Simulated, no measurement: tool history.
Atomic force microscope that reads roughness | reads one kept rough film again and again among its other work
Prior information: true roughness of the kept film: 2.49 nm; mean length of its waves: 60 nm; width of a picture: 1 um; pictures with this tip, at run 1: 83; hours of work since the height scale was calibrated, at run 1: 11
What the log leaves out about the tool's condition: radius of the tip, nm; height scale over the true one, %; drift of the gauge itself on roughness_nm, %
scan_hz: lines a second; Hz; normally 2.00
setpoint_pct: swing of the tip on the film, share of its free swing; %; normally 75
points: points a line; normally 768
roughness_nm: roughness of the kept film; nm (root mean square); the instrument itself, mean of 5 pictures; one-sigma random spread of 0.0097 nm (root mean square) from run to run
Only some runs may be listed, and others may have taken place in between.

| run | hour | scan_hz | setpoint_pct | points | pictures with this tip | hours of work since the height scale was calibrated | roughness_nm |
|---|---|---|---|---|---|---|---|
| 1 | 0.0 | 2.00 | 75 | 768 | 83 | 11 | 2.145 |
| 2 | 11.8 | 2.00 | 75 | 768 | 100 | 16 | 2.134 |
| 3 | 25.3 | 2.00 | 75 | 768 | 119 | 22 | 2.124 |
| 4 | 36.5 | 2.00 | 75 | 768 | 135 | 26 | 2.107 |
| 5 | 49.6 | 2.00 | 75 | 768 | 153 | 32 | 2.082 |
| 6 | 61.6 | 2.00 | 75 | 768 | 170 | 37 | 2.063 |
|  | 82.2 | new tip fitted |
| 7 | 83.9 | 2.00 | 75 | 768 | 2 | 46 | 2.224 |
| 8 | 104.0 | 2.00 | 75 | 768 | 31 | 55 | 2.188 |
| 9 | 117.0 | 2.00 | 75 | 768 | 49 | 60 | 2.176 |
| 10 | 127.9 | 2.00 | 75 | 768 | 65 | 65 | 2.127 |
| 11 | 140.3 | 2.00 | 75 | 438 | 82 | 70 | 2.139 |
|  | 143.4 | height scale calibrated on a step standard |
| 12 | 156.4 | 2.26 | 75 | 768 | 103 | 5 | 2.086 |
| 13 | 170.6 | 2.00 | 75 | 768 | 124 | 11 | 2.086 |
| 14 | 181.8 | 2.00 | 87 | 768 | 140 | 16 | 1.950 |
| 15 | 196.4 | 2.00 | 75 | 661 | 160 | 22 | 2.064 |
| 16 | 214.3 | 3.36 | 75 | 768 | 186 | 30 | 1.936 |
|  | 223.0 | new tip fitted |
| 17 | 231.4 | 3.36 | 75 | 768 | 12 | 37 | 2.087 |
| 18 | 246.9 | 3.36 | 75 | 768 | 34 | 43 | 2.055 |
| 19 | 262.8 | 3.36 | 75 | 768 | 57 | 50 | 2.042 |
|  | 266.9 | height scale calibrated on a step standard, once more |
| 20 | 280.7 | 3.36 | 75 | 768 | 81 | 6 | 2.023 |
| 21 | 294.4 | 3.36 | 75 | 768 | 100 | 12 | 2.007 |
| 22 | 315.9 | 3.36 | 75 | 768 | 131 | 21 | 1.980 |
| 23 | 335.2 | 0.81 | 90 | 973 | 158 | 29 | 2.087 |
| 24 | 348.0 | 0.81 | 90 | 973 | 176 | 34 | 2.096 |
|  | 364.2 | new tip fitted |
| 25 | 364.7 | 0.91 | 82 | 851 | 1 | 41 | 2.286 |
| 26 | 383.9 | 2.00 | 64 | 701 | 28 | 49 | 2.279 |
| 27 | 399.8 | 0.54 | 64 | 701 | 51 | 56 | 2.334 |
| 28 | 422.3 | 0.54 | 64 | 701 | 83 | 65 | 2.307 |
| 29 | 433.1 | 0.54 | 81 | 701 | 98 | 70 | 2.241 |

Forecast run 30:
| 30 | 456.9 | 0.54 | 81 | 701 | 132 | 80 | ? |

Run 30 yielded roughness_nm 2.194 nm (root mean square).
Without the tool's hidden state the same run would have given roughness_nm 2.332 nm (root mean square).
